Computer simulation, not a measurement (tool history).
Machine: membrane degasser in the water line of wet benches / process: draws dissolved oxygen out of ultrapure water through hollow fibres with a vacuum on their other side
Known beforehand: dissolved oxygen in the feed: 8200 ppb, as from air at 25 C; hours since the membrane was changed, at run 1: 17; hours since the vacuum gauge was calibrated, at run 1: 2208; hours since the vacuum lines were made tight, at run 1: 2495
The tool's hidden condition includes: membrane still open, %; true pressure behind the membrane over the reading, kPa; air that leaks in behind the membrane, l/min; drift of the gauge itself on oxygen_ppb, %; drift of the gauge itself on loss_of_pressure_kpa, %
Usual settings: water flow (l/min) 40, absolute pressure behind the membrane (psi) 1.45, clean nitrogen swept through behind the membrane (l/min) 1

run	hour	water flow (l/min)	absolute pressure behind the membrane (psi)	clean nitrogen swept through behind the membrane (l/min)	hours since the membrane was changed	hours since the vacuum gauge was calibrated	hours since the vacuum lines were made tight	dissolved oxygen in the water behind the degasser (ppb)	pressure that the water loses in the fibres (psi)
1	0	40	1.45	1	17	2208	2495	525.4	6.91
2	29.2	40	1.45	1	46	2237	2524	523.1	6.894
3	65	40	2.74	1	82	2273	2559	1137.1	6.898
4	99.8	40	1.45	1	117	2308	2594	518.2	6.869
5	167.8	40	1.45	1	185	2376	2662	523.4	6.823
6	218.7	40	1.45	1	236	2427	2713	528.3	6.875
7	259.8	40	1.45	1	277	2468	2754	518.5	6.883
8	315.8	30	1.45	1	333	2524	2810	410.9	5.131
9	378.7	30	1.45	1	396	2587	2873	418.7	5.178
10	416.7	30	1.45	1	434	2625	2911	411	5.203
11	472.5	30	0.99	1	489	2681	2967	220.9	5.152
12	519.2	40	1.45	1.87	536	2727	3014	317.1	6.886
13	566.5	40	1.45	1.87	583	2775	3061	319.1	6.892
14	598.2	40	1.45	1	615	2807	3093	529.2	6.96
15	630.4	40	1.45	1	647	2839	3125	522.6	6.94
16	685	40	1.45	1	702	2893	3180	518.9	6.856
17	738.7	40	1.45	1	756	2947	3233	521.7	6.911
18	807.8	34	2.1	0.94	825	3016	3302	756	5.896
19	873	55	1.89	0.94	890	3081	3367	998.6	9.57
20	922.8	55	1.89	0.94	940	3131	3417	960.5	9.593
21	965.1	40	0.88	0.44	982	3173	3460	409	6.924
# hour 1004.7: seals of the vacuum lines changed
22	1006.2	40	0.88	0.44	1021	3212	1	416.6	6.907
23	1073.5	40	0.88	0.44	1089	3280	69	410.4	6.92
24	1104.8	48	0.88	0.67	1120	3311	100	366.4	8.33
25	1148.8	48	0.88	0.67	1164	3355	144	366.4	8.312
26	1198.5	42	1.46	0.41	1214	3405	194	1004.9	7.298
27	1228.1	42	1.46	0.41	1243	3434	223	979.2	7.311
28	1262.7	42	1.46	0.41	1278	3469	258	993	7.288
29	1300.1	41	1.45	1.65	1315	3506	295	362.3	7.13
30	1333.5	41	1.45	1.65	1349	3540	329	362.2	7.136

Expected results for the next run?
31	1396	38	1.75	1.81	1411	3602	391	?	?

{"run 31": {"dissolved oxygen in the water behind the degasser (ppb)": 402.6, "pressure that the water loses in the fibres (psi)": 6.609}}
With the hidden condition absent and the run-to-run variation left alone, this run would have shown dissolved oxygen in the water behind the degasser (ppb) 402.2, pressure that the water loses in the fibres (psi) 6.501.
